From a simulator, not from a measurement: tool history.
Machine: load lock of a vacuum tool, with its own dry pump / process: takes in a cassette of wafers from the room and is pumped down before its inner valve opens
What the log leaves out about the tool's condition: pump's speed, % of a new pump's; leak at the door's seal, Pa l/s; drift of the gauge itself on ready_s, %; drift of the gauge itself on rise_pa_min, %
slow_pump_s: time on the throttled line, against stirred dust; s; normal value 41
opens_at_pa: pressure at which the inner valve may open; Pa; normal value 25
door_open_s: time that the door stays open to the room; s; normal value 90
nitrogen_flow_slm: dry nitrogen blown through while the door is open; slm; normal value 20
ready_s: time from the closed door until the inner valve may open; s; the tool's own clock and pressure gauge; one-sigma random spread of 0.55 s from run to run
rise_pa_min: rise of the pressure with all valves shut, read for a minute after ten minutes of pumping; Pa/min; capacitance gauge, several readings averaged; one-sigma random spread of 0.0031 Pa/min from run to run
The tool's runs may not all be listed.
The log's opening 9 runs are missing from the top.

run	hour	slow_pump_s	opens_at_pa	door_open_s	nitrogen_flow_slm	hours that the pump has run since its overhaul	times that the door has closed on its seal	incoming humidity of the room's air, %	ready_s	rise_pa_min
10	2333.7	41	25	90	8	8235	6194	46.8	82.2	0.122
11	2535	41	25	90	14	8437	6637	44.6	82.2	0.109
12	2788.6	21	25	90	14	8690	7195	47.4	67.5	0.125
13	2939.9	35	25	90	20	8842	7528	43.7	78.8	0.113
14	3089.3	35	25	90	20	8991	7857	44.6	79.3	0.122
15	3277.5	35	25	90	20	9179	8270	44.6	79.9	0.12
16	3599.2	41	25	90	31	9501	8978	46.5	82.9	0.122
17	3863.8	41	25	90	31	9766	9560	45.4	83.3	0.127
18	4049.4	41	25	90	20	9951	9968	44.3	84.7	0.133
19	4247.4	58	25	73	6	10149	10404	42.5	97.6	0.149
20	4430.8	58	25	73	6	10333	10808	41.9	95.9	0.162
21	4726.1	58	28	30	6	10628	11457	46.6	95.5	0.159
22	4999.4	58	35	49	8	10901	12058	48.6	94.4	0.172
23	5190.2	41	25	96	20	11092	12478	45.5	85.3	0.18
24	5518.7	41	25	96	5	11420	13201	44.6	85.2	0.2
25	5799.3	41	25	96	5	11701	13818	42.1	85.3	0.207
26	5962.5	41	25	96	5	11864	14177	45.5	86.4	0.215
27	6141.4	41	25	96	5	12043	14571	42.9	86.7	0.218
28	6338.1	41	41	90	39	12240	15003	42.1	83.5	0.193
29	6644.5	41	39	90	20	12546	15677	46.7	83.5	0.213
30	6865.4	60	39	90	7	12767	16163	40.3	97	0.235
31	7092.8	21	24	87	19	12995	16663	45.2	73.8	0.227

For run 32, what comes out?
32	7267.8	21	24	73	19	13170	17048	45.6	?	?

ready_s: 72.9 s
rise_pa_min: 0.233 Pa/min
If the tool had no hidden condition, the same run with the same run-to-run variation would have returned ready_s 60.4 s, rise_pa_min 0.055 Pa/min.

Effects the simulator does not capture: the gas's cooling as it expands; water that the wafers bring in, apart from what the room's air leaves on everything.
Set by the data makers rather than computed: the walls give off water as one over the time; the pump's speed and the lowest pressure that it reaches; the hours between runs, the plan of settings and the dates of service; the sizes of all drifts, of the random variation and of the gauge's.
